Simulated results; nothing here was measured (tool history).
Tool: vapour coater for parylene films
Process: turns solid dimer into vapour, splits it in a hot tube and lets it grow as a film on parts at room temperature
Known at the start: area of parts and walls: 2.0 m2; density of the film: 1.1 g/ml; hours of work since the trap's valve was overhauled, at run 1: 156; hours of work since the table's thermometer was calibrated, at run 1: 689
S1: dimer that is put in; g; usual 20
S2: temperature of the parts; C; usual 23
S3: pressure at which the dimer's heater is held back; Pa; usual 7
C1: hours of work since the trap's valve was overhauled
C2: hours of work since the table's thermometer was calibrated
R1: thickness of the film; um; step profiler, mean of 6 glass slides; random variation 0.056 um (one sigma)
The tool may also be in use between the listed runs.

| run | hour | S1 | S2 | S3 | C1 | C2 | R1 |
|---|---|---|---|---|---|---|---|
| 1 | 0 | 20 | 23 | 7 | 156 | 689 | 6.48 |
| 2 | 33.4 | 20 | 23 | 3.22 | 177 | 710 | 7.41 |
| 3 | 87.4 | 20 | 23 | 3.22 | 210 | 743 | 7.22 |
| 4 | 118.7 | 20 | 23 | 3.22 | 229 | 762 | 7.47 |
| 5 | 150.8 | 20 | 23 | 3.22 | 248 | 781 | 7.41 |
| 6 | 197.5 | 20 | 23 | 3.22 | 277 | 810 | 7.4 |
| 7 | 251.8 | 20 | 33 | 3.22 | 310 | 843 | 6.13 |
| 8 | 280.3 | 20 | 33 | 3.22 | 328 | 861 | 6.22 |
| 9 | 315.6 | 20 | 30 | 3.22 | 349 | 882 | 6.49 |
| 10 | 365.9 | 20 | 23 | 7 | 380 | 913 | 6.46 |
| 11 | 421.7 | 20 | 27 | 7 | 414 | 947 | 5.98 |
| 12 | 479.2 | 20 | 17 | 7 | 449 | 982 | 7.32 |
|  | 507.1 | table's thermometer calibrated |
|  | 530 | trap's valve overhauled |
| 13 | 534.8 | 20 | 17 | 7 | 3 | 15 | 7.33 |
| 14 | 587.2 | 20 | 17 | 7 | 35 | 47 | 7.32 |

The next listed run, before its measurement:
| 15 | 626.1 | 20 | 15 | 6.57 | 59 | 70 | ? |

R1: 7.61 um
Without the tool's hidden state the same run would have given R1 7.62 um.

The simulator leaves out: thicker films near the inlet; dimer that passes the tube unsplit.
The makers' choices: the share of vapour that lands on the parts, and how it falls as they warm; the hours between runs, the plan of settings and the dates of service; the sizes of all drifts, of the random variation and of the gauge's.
